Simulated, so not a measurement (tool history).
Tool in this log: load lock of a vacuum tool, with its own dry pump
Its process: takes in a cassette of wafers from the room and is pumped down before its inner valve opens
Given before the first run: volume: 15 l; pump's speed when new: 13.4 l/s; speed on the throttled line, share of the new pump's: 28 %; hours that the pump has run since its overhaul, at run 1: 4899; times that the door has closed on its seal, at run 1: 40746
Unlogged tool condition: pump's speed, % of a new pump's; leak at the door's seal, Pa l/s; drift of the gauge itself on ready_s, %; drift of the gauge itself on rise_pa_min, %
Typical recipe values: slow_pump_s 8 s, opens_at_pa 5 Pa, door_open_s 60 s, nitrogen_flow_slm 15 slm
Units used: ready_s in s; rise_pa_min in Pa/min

| run | hour | slow_pump_s | opens_at_pa | door_open_s | nitrogen_flow_slm | hours that the pump has run since its overhaul | times that the door has closed on its seal | incoming humidity of the room's air, % | ready_s | rise_pa_min |
|---|---|---|---|---|---|---|---|---|---|---|
| 1 | 0.0 | 8 | 5 | 60 | 15 | 4899 | 40746 | 43.4 | 16.6 | 0.037 |
| 2 | 382.6 | 8 | 5 | 60 | 33 | 5281 | 42272 | 47.0 | 17.0 | 0.027 |
|  | 448.8 | door's seal changed, seat wiped |
| 3 | 543.8 | 8 | 5 | 60 | 15 | 5441 | 379 | 44.9 | 17.0 | 0.031 |
| 4 | 742.6 | 8 | 5 | 60 | 24 | 5640 | 1173 | 47.0 | 17.1 | 0.034 |
| 5 | 937.7 | 10 | 5 | 60 | 24 | 5835 | 1951 | 49.3 | 18.9 | 0.031 |
| 6 | 1260.4 | 10 | 5 | 60 | 24 | 6158 | 3238 | 44.2 | 18.3 | 0.029 |
| 7 | 1507.6 | 10 | 5 | 60 | 24 | 6405 | 4225 | 46.6 | 18.1 | 0.026 |
| 8 | 1802.3 | 8 | 5 | 127 | 15 | 6700 | 5401 | 44.1 | 16.7 | 0.052 |
| 9 | 2111.7 | 14 | 5 | 60 | 15 | 7009 | 6635 | 42.9 | 21.3 | 0.034 |
| 10 | 2379.0 | 8 | 5 | 60 | 15 | 7276 | 7701 | 44.4 | 17.0 | 0.034 |
| 11 | 2569.6 | 8 | 5 | 60 | 15 | 7467 | 8462 | 47.9 | 16.9 | 0.035 |
| 12 | 2752.5 | 8 | 5 | 60 | 9 | 7650 | 9192 | 44.3 | 16.7 | 0.041 |
| 13 | 3058.6 | 8 | 5 | 60 | 5 | 7956 | 10413 | 43.8 | 16.6 | 0.049 |
| 14 | 3346.3 | 4 | 9 | 60 | 15 | 8244 | 11560 | 44.5 | 13.7 | 0.036 |
| 15 | 3548.1 | 15 | 5 | 60 | 15 | 8445 | 12366 | 42.7 | 21.8 | 0.035 |
| 16 | 3837.1 | 6 | 9 | 125 | 13 | 8735 | 13519 | 44.4 | 15.2 | 0.053 |
| 17 | 4226.7 | 13 | 9 | 44 | 15 | 9124 | 15073 | 45.9 | 19.6 | 0.027 |
| 18 | 4520.3 | 8 | 9 | 60 | 5 | 9418 | 16245 | 45.2 | 16.3 | 0.049 |
| 19 | 4907.6 | 8 | 9 | 60 | 5 | 9805 | 17790 | 43.7 | 16.3 | 0.043 |
| 20 | 5249.2 | 8 | 9 | 60 | 5 | 10147 | 19153 | 47.2 | 16.2 | 0.042 |
| 21 | 5445.6 | 8 | 9 | 60 | 5 | 10343 | 19936 | 45.6 | 15.9 | 0.050 |

Consider 5 possible next runs. They are alternatives, not a sequence: every one starts from the tool as it was left by run 21. What does each give?
| A | 5684.8 | 8 | 5 | 79 | 13 | 10582 | 20891 | 44.4 | ? | ? |
| B | 5684.8 | 5 | 5 | 60 | 15 | 10582 | 20891 | 43.4 | ? | ? |
| C | 5684.8 | 8 | 8 | 60 | 17 | 10582 | 20891 | 47.5 | ? | ? |
| D | 5684.8 | 8 | 9 | 101 | 5 | 10582 | 20891 | 43.4 | ? | ? |
| E | 5684.8 | 12 | 5 | 60 | 7 | 10582 | 20891 | 45.9 | ? | ? |

| run | ready_s | rise_pa_min |
|---|---|---|
| A | 17.1 | 0.044 |
| B | 14.7 | 0.031 |
| C | 16.6 | 0.033 |
| D | 16.3 | 0.062 |
| E | 20.0 | 0.040 |
With no hidden state in the tool, these same runs would have given:
| run | ready_s | rise_pa_min |
|---|---|---|
| A | 17.1 | 0.043 |
| B | 14.7 | 0.031 |
| C | 16.6 | 0.032 |
| D | 16.3 | 0.062 |
| E | 20.0 | 0.040 |
